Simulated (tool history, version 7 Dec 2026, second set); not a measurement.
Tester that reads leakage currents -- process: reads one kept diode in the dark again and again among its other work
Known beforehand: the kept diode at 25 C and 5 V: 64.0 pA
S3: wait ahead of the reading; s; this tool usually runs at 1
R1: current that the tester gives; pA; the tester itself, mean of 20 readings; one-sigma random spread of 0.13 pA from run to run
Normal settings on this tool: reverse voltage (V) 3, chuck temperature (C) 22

run 1 day=0 | reverse_voltage_(V)=3 chuck_temperature_(C)=22 S3=1 | R1=43.13
-- day=1.854 probe card cleaned and baked
run 2 day=3.5 | reverse_voltage_(V)=3 chuck_temperature_(C)=22 S3=1 | R1=41.27
run 3 day=10.183 | reverse_voltage_(V)=3 chuck_temperature_(C)=22 S3=1 | R1=40.77
run 4 day=14.929 | reverse_voltage_(V)=3 chuck_temperature_(C)=22 S3=1 | R1=40.91
-- day=18.05 tester calibrated
run 5 day=19.792 | reverse_voltage_(V)=1.53 chuck_temperature_(C)=22 S3=1 | R1=29.77
run 6 day=27.275 | reverse_voltage_(V)=3 chuck_temperature_(C)=22 S3=1 | R1=40.64
run 7 day=31.938 | reverse_voltage_(V)=3 chuck_temperature_(C)=22 S3=1 | R1=40.63
run 8 day=37.1 | reverse_voltage_(V)=3 chuck_temperature_(C)=22 S3=1 | R1=40.54
-- day=37.692 chuck's temperature calibrated
run 9 day=41.358 | reverse_voltage_(V)=3 chuck_temperature_(C)=22 S3=1 | R1=39.96
run 10 day=49.396 | reverse_voltage_(V)=3 chuck_temperature_(C)=22 S3=1 | R1=39.88
-- day=54.962 chuck's temperature calibrated, once more
run 11 day=57.033 | reverse_voltage_(V)=3 chuck_temperature_(C)=22 S3=1 | R1=42.48
run 12 day=60.483 | reverse_voltage_(V)=3 chuck_temperature_(C)=22 S3=1 | R1=42.46
run 13 day=64.429 | reverse_voltage_(V)=3 chuck_temperature_(C)=42 S3=0.37 | R1=169.23
run 14 day=71.046 | reverse_voltage_(V)=3 chuck_temperature_(C)=42 S3=0.37 | R1=168.38
run 15 day=74.375 | reverse_voltage_(V)=3 chuck_temperature_(C)=42 S3=0.37 | R1=167.55
run 16 day=79.183 | reverse_voltage_(V)=3 chuck_temperature_(C)=42 S3=0.37 | R1=167.89
run 17 day=82.579 | reverse_voltage_(V)=2.16 chuck_temperature_(C)=50 S3=1 | R1=237.74

For run 18, what comes out?
run 18 day=89.054 | reverse_voltage_(V)=2.16 chuck_temperature_(C)=50 S3=1 | R1=?

{"run 18": {"R1": 235.65}}
Without the tool's hidden state the same run would have given R1 241.7 pA.
